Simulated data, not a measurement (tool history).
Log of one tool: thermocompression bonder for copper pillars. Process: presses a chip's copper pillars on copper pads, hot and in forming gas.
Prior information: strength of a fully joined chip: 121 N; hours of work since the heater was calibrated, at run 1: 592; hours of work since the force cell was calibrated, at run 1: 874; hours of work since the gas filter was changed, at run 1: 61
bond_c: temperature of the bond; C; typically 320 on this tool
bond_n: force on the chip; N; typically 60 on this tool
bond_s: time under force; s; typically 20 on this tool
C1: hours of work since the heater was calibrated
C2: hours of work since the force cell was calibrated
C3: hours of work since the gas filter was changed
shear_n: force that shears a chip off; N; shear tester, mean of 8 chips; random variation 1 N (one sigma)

{"run": 1, "hour": 0.0, "bond_c": 320, "bond_n": 60, "bond_s": 20, "C1": 592, "C2": 874, "C3": 61, "shear_n": 80.1}
{"run": 2, "hour": 68.0, "bond_c": 320, "bond_n": 60, "bond_s": 20, "C1": 637, "C2": 920, "C3": 107, "shear_n": 81.5}
{"hour": 123.6, "done": "forming gas filter changed"}
{"run": 3, "hour": 131.2, "bond_c": 320, "bond_n": 60, "bond_s": 20, "C1": 679, "C2": 961, "C3": 5, "shear_n": 83.7}
{"run": 4, "hour": 176.1, "bond_c": 320, "bond_n": 60, "bond_s": 20, "C1": 708, "C2": 991, "C3": 35, "shear_n": 81.8}
{"run": 5, "hour": 270.0, "bond_c": 320, "bond_n": 60, "bond_s": 20, "C1": 771, "C2": 1054, "C3": 97, "shear_n": 78.7}
{"run": 6, "hour": 321.1, "bond_c": 320, "bond_n": 60, "bond_s": 20, "C1": 805, "C2": 1088, "C3": 131, "shear_n": 74.4}
{"hour": 340.7, "done": "forming gas filter changed"}
{"run": 7, "hour": 390.2, "bond_c": 320, "bond_n": 60, "bond_s": 20, "C1": 851, "C2": 1133, "C3": 33, "shear_n": 83.3}
{"run": 8, "hour": 459.6, "bond_c": 320, "bond_n": 60, "bond_s": 20, "C1": 897, "C2": 1180, "C3": 79, "shear_n": 78.4}
{"run": 9, "hour": 505.6, "bond_c": 300, "bond_n": 60, "bond_s": 20, "C1": 927, "C2": 1210, "C3": 110, "shear_n": 62.9}
{"hour": 559.5, "done": "forming gas filter changed"}
{"run": 10, "hour": 568.2, "bond_c": 320, "bond_n": 73, "bond_s": 20, "C1": 969, "C2": 1252, "C3": 6, "shear_n": 91.6}
{"run": 11, "hour": 637.5, "bond_c": 320, "bond_n": 57, "bond_s": 20, "C1": 1015, "C2": 1298, "C3": 52, "shear_n": 76.6}
{"run": 12, "hour": 730.3, "bond_c": 320, "bond_n": 57, "bond_s": 20, "C1": 1077, "C2": 1359, "C3": 114, "shear_n": 72.8}
{"hour": 773.8, "done": "forming gas filter changed"}
{"run": 13, "hour": 795.7, "bond_c": 320, "bond_n": 57, "bond_s": 20, "C1": 1120, "C2": 1403, "C3": 15, "shear_n": 79.0}
{"run": 14, "hour": 867.3, "bond_c": 320, "bond_n": 57, "bond_s": 20, "C1": 1168, "C2": 1450, "C3": 62, "shear_n": 76.2}
{"run": 15, "hour": 918.0, "bond_c": 320, "bond_n": 40, "bond_s": 20, "C1": 1201, "C2": 1484, "C3": 96, "shear_n": 60.1}
{"hour": 975.0, "done": "force cell calibrated"}
{"hour": 989.2, "done": "forming gas filter changed"}
{"run": 16, "hour": 989.2, "bond_c": 301, "bond_n": 90, "bond_s": 54, "C1": 1247, "C2": 9, "C3": 0, "shear_n": 106.1}
{"run": 17, "hour": 1054.7, "bond_c": 346, "bond_n": 70, "bond_s": 17, "C1": 1291, "C2": 53, "C3": 44, "shear_n": 101.3}
{"run": 18, "hour": 1114.1, "bond_c": 346, "bond_n": 70, "bond_s": 32, "C1": 1331, "C2": 92, "C3": 83, "shear_n": 103.8}
{"run": 19, "hour": 1172.8, "bond_c": 346, "bond_n": 70, "bond_s": 32, "C1": 1370, "C2": 131, "C3": 122, "shear_n": 100.1}
{"hour": 1183.8, "done": "heater calibrated with a thermocouple chip"}
{"hour": 1208.5, "done": "forming gas filter changed"}
{"run": 20, "hour": 1271.3, "bond_c": 318, "bond_n": 70, "bond_s": 13, "C1": 58, "C2": 195, "C3": 42, "shear_n": 74.9}
{"run": 21, "hour": 1368.1, "bond_c": 320, "bond_n": 60, "bond_s": 52, "C1": 122, "C2": 260, "C3": 106, "shear_n": 93.3}
{"run": 22, "hour": 1420.6, "bond_c": 304, "bond_n": 47, "bond_s": 22, "C1": 157, "C2": 295, "C3": 141, "shear_n": 55.6}
{"hour": 1426.1, "done": "forming gas filter changed"}
{"hour": 1466.9, "done": "heater calibrated with a thermocouple chip, once more"}
{"run": 23, "hour": 1481.8, "bond_c": 304, "bond_n": 47, "bond_s": 22, "C1": 10, "C2": 334, "C3": 36, "shear_n": 66.9}
{"run": 24, "hour": 1550.2, "bond_c": 292, "bond_n": 60, "bond_s": 18, "C1": 55, "C2": 379, "C3": 81, "shear_n": 60.6}
{"hour": 1644.8, "done": "forming gas filter changed"}
{"run": 25, "hour": 1650.7, "bond_c": 320, "bond_n": 60, "bond_s": 44, "C1": 122, "C2": 446, "C3": 4, "shear_n": 101.9}
{"run": 26, "hour": 1751.3, "bond_c": 305, "bond_n": 40, "bond_s": 55, "C1": 189, "C2": 513, "C3": 71, "shear_n": 77.5}
{"run": 27, "hour": 1798.9, "bond_c": 305, "bond_n": 40, "bond_s": 55, "C1": 221, "C2": 545, "C3": 103, "shear_n": 74.2}

3 options for the next run, each taken on its own from the tool as it stands now. Forecast them:
{"run": "A", "hour": 1854.2, "bond_c": 320, "bond_n": 60, "bond_s": 28, "C1": 258, "C2": 581, "C3": 139, "shear_n": "?"}
{"run": "B", "hour": 1854.2, "bond_c": 295, "bond_n": 37, "bond_s": 13, "C1": 258, "C2": 581, "C3": 139, "shear_n": "?"}
{"run": "C", "hour": 1854.2, "bond_c": 335, "bond_n": 40, "bond_s": 45, "C1": 258, "C2": 581, "C3": 139, "shear_n": "?"}

run=A shear_n=83.2
run=B shear_n=36.3
run=C shear_n=84.9
Without the tool's unlogged condition, the same runs would have read:
run=A shear_n=95.4
run=B shear_n=42.6
run=C shear_n=97.2

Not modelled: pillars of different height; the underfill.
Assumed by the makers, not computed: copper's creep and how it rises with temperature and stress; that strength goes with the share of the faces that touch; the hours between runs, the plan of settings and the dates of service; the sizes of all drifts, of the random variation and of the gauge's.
